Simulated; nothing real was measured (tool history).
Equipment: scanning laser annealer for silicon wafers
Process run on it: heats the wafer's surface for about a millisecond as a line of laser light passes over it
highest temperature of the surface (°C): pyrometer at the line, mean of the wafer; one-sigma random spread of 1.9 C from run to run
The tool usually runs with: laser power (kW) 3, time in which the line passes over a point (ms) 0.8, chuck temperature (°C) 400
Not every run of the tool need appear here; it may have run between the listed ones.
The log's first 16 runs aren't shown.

run	hour	laser power (kW)	time in which the line passes over a point (ms)	chuck temperature (°C)	hours of work since the window was cleaned	hours of work since the power meter was calibrated	hours of work since the optics were aligned	highest temperature of the surface (°C)
17	224.2	3	0.8	400	102	216	621	1137
18	239.3	3	0.8	400	110	223	629	1131
19	248	3	0.8	400	114	227	633	1137
20	257.2	2.833	0.8	400	119	232	638	1088
21	274.4	2.638	0.8	400	127	240	646	1026
22	295.4	2.938	0.667	400	137	251	656	1052
23	314.8	2.938	0.667	400	147	260	666	1050
24	328.8	3	0.873	433	154	267	673	1200
25	350	2.688	0.987	400	164	277	683	1109
26	368.6	2.688	0.987	400	173	287	692	1112
27	380.2	2.791	0.951	401	179	292	698	1132
28	399	2.821	0.663	369	188	302	707	989
29	410.3	2.821	0.663	369	194	307	713	983
30	426	2.821	0.663	369	202	315	720	984
31	443.8	2.821	0.663	369	210	324	729	983
32	452.7	2.821	0.712	409	215	328	734	1042
33	462.7	2.821	0.712	409	220	333	739	1046
34	477.9	3.107	0.943	400	227	340	746	1228
35	490.8	3.107	0.943	400	233	347	752	1227
36	502.9	3.107	0.943	400	239	353	758	1230
37	516.3	3.107	0.943	400	246	359	765	1219
38	537.1	3	0.8	383	256	369	775	1107
39	553.6	3.209	0.8	425	264	377	783	1213
40	564.6	2.923	0.8	360	270	383	789	1064
41	585.6	2.973	0.8	423	280	393	799	1141

4 ways to go on from here, each from the tool as it stands after run 41. What would each give?
A	603.5	2.553	0.843	400	289	402	808	?
B	603.5	3	0.813	390	289	402	808	?
C	603.5	3	0.8	409	289	402	808	?
D	603.5	2.578	0.8	423	289	402	808	?

run	highest temperature of the surface (°C)
A	1005
B	1121
C	1133
D	1023
With no hidden state in the tool, these same runs would have given:
run	highest temperature of the surface (°C)
A	1029
B	1150
C	1162
D	1047
